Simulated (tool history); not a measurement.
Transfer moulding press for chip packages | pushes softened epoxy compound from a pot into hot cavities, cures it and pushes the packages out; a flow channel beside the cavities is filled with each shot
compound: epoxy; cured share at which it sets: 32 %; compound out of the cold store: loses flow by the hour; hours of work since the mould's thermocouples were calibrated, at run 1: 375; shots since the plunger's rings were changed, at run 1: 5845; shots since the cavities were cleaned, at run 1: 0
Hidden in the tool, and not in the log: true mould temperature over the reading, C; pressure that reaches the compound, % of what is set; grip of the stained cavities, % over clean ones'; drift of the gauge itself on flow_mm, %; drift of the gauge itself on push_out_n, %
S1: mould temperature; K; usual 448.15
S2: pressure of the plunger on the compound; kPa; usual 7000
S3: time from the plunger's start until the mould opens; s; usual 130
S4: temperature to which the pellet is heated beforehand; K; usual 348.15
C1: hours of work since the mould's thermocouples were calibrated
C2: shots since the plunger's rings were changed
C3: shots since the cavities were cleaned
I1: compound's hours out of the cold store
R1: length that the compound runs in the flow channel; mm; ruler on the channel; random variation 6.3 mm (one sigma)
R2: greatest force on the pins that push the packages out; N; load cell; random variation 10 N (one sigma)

run,hour,S1,S2,S3,S4,C1,C2,C3,I1,R1,R2
1,0,448.15,7000,130,348.15,375,5845,0,35,602,468
# hour 22.9: plunger's sealing rings changed
2,36.1,448.15,7000,121,348.15,399,149,380,20.5,718,823
# hour 47.9: cavities cleaned with cleaning compound and waxed
# hour 98.3: cavities cleaned with cleaning compound and waxed
3,104.8,448.15,7000,130,348.15,448,892,73,37.2,641,556
# hour 144.2: cavities cleaned with cleaning compound and waxed
4,151.1,448.15,7000,130,348.15,481,1400,79,46.6,621,538
# hour 190.1: cavities cleaned with cleaning compound and waxed
5,218.3,448.15,7000,130,348.15,530,2143,319,34.3,648,688
# hour 236: cavities cleaned with cleaning compound and waxed
6,259,448.15,7000,130,348.15,559,2586,260,35.9,630,666
# hour 287.2: cavities cleaned with cleaning compound and waxed
7,307.7,448.15,7000,130,348.15,594,3120,232,30.6,647,649
# hour 324.6: mould's thermocouples calibrated
# hour 340.5: cavities cleaned with cleaning compound and waxed
8,348.6,448.15,7000,130,348.15,17,3543,91,26.7,653,610
# hour 387.6: cavities cleaned with cleaning compound and waxed
9,416.6,448.15,7000,130,348.15,66,4296,328,36.3,612,714
# hour 435.2: cavities cleaned with cleaning compound and waxed
10,465.4,448.15,7000,130,348.15,101,4831,342,13.2,695,775
# hour 480.6: cavities cleaned with cleaning compound and waxed
# hour 530.3: cavities cleaned with cleaning compound and waxed
11,538.3,448.15,7000,149,348.15,153,5621,90,24.3,640,494
# hour 544.4: mould's thermocouples calibrated, once more
# hour 582.8: plunger's sealing rings changed
# hour 584.3: cavities cleaned with cleaning compound and waxed
12,608.4,448.15,7000,151,348.15,44,274,274,36.5,645,561
# hour 635: cavities cleaned with cleaning compound and waxed
# hour 682.2: cavities cleaned with cleaning compound and waxed
13,682.2,448.15,7000,151,348.15,97,1074,0,8.1,735,416
# hour 733: cavities cleaned with cleaning compound and waxed
14,733,447.15,7000,151,348.15,133,1632,0,35,649,435
# hour 783.4: cavities cleaned with cleaning compound and waxed
15,804.9,447.15,7000,151,348.15,186,2428,243,45,619,558
# hour 831.2: cavities cleaned with cleaning compound and waxed
16,843.7,454.15,7900,156,346.15,213,2850,141,12,733,462
# hour 880.9: cavities cleaned with cleaning compound and waxed
17,902.9,454.15,8040,156,346.15,256,3503,248,24.7,683,510
# hour 927: cavities cleaned with cleaning compound and waxed
18,959.3,448.15,7000,168,348.15,297,4124,365,30.4,625,579
# hour 978.5: cavities cleaned with cleaning compound and waxed
19,999.7,448.15,7000,168,348.15,325,4564,240,24.6,647,532
# hour 1027.2: cavities cleaned with cleaning compound and waxed
20,1035.1,441.15,8120,141,339.15,350,4948,89,45.8,658,732
# hour 1076.1: cavities cleaned with cleaning compound and waxed
21,1100.6,442.15,8120,129,351.15,398,5672,277,34.5,690,987
# hour 1123: cavities cleaned with cleaning compound and waxed
# hour 1139.4: plunger's sealing rings changed
22,1168.7,442.15,6550,157,351.15,445,332,489,26.1,691,788
# hour 1173.7: cavities cleaned with cleaning compound and waxed
23,1214.8,442.15,6550,157,351.15,478,836,465,13.3,717,802
# hour 1222.8: cavities cleaned with cleaning compound and waxed
24,1251.7,442.15,6830,157,340.15,505,1236,326,22.1,705,761
# hour 1272.4: cavities cleaned with cleaning compound and waxed
25,1300.1,444.15,7000,161,348.15,539,1767,313,29.5,675,618

Forecast each of these 3 alternatives for the next run:
# hour 1318.7: cavities cleaned with cleaning compound and waxed
A,1362.2,442.15,7000,130,354.15,584,2453,493,29.1,?,?
# hour 1318.7: cavities cleaned with cleaning compound and waxed
B,1362.2,444.15,8400,160,340.15,584,2453,493,25.1,?,?
# hour 1318.7: cavities cleaned with cleaning compound and waxed
C,1362.2,442.15,5620,119,348.15,584,2453,493,31.8,?,?

run,R1,R2
A,690,1168
B,746,737
C,614,1414
Without the tool's hidden state the same runs would have given:
run,R1,R2
A,713,661
B,772,441
C,634,799
